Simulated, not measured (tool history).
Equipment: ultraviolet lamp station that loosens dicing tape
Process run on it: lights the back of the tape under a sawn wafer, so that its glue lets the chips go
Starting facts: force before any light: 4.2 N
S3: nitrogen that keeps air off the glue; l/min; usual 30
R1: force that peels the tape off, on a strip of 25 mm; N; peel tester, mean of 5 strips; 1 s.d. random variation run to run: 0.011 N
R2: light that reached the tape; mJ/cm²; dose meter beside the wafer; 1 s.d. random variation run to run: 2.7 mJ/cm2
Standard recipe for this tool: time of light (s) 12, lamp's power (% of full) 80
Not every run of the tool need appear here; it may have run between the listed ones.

Run 1, hour 0.0: usual settings. Result: R1 0.754 N, R2 245 mJ/cm².
Run 2, hour 46.6: usual settings. Result: R1 0.817 N, R2 238 mJ/cm².
Run 3, hour 126.0: usual settings. Result: R1 0.852 N, R2 228 mJ/cm².
Run 4, hour 179.6: usual settings. Result: R1 1.058 N, R2 193 mJ/cm².
Run 5, hour 247.7: usual settings but S3 59 l/min. Result: R1 0.837 N, R2 184 mJ/cm².
Run 6, hour 300.0: usual settings but S3 14 l/min. Result: R1 1.236 N, R2 233 mJ/cm².
Run 7, hour 378.6: usual settings but S3 14 l/min. Result: R1 1.320 N, R2 218 mJ/cm².
Run 8, hour 418.6: usual settings but lamp's power (% of full) 100. Result: R1 0.729 N, R2 269 mJ/cm².
Run 9, hour 513.0: usual settings but lamp's power (% of full) 77. Result: R1 1.085 N, R2 193 mJ/cm².
Run 10, hour 562.7: usual settings but S3 40 l/min. Result: R1 0.448 N, R2 326 mJ/cm².
Run 11, hour 609.6: usual settings but S3 40 l/min. Result: R1 0.465 N, R2 318 mJ/cm².
Run 12, hour 670.5: usual settings but lamp's power (% of full) 78. Result: R1 0.580 N, R2 299 mJ/cm².
Run 13, hour 758.1: usual settings but time of light (s) 14, lamp's power (% of full) 82. Result: R1 0.410 N, R2 369 mJ/cm².
Run 14, hour 827.1: usual settings but time of light (s) 14, lamp's power (% of full) 82. Result: R1 0.442 N, R2 357 mJ/cm².
Run 15, hour 891.2: usual settings but time of light (s) 14, lamp's power (% of full) 82. Result: R1 0.471 N, R2 345 mJ/cm².
Run 16, hour 984.3: usual settings but time of light (s) 14, lamp's power (% of full) 82. Result: R1 0.506 N, R2 328 mJ/cm².
Run 17, hour 1043.2: usual settings but time of light (s) 9, lamp's power (% of full) 63, S3 31 l/min. Result: R1 1.328 N, R2 158 mJ/cm².

Put back what was entered between runs (4 entries, withheld): which listed runs does each sit between, and how does the hidden state differ from the listed run before to the listed run after?
Runs 3 to 4: window cleaned of glue's vapour (hour 161.7)
  lamp's light, % of a new lamp's: 76.6 -> 76; light that the window lets through, % of a clean one's: 85.8 -> 73.1
  measured minus no-state result, R1: +0.391 -> +0.599 N; R2: -120 -> -155 mJ/cm²
Runs 5 to 6: lamp changed (hour 296.2)
  lamp's light, % of a new lamp's: 75.3 -> 97.3; light that the window lets through, % of a clean one's: 70.6 -> 68.7
  measured minus no-state result, R1: +0.495 -> +0.494 N; R2: -163 -> -116 mJ/cm²
Runs 9 to 10: window cleaned of glue's vapour (hour 552.8)
  lamp's light, % of a new lamp's: 95 -> 94.5; light that the window lets through, % of a clean one's: 60.1 -> 99.1
  measured minus no-state result, R1: +0.592 -> +0.040 N; R2: -144 -> -22 mJ/cm²
Runs 12 to 13: window cleaned of glue's vapour, once more (hour 688.1)
  lamp's light, % of a new lamp's: 93.3 -> 92.4; light that the window lets through, % of a clean one's: 94.8 -> 96.9
  measured minus no-state result, R1: +0.098 -> +0.060 N; R2: -39 -> -43 mJ/cm²

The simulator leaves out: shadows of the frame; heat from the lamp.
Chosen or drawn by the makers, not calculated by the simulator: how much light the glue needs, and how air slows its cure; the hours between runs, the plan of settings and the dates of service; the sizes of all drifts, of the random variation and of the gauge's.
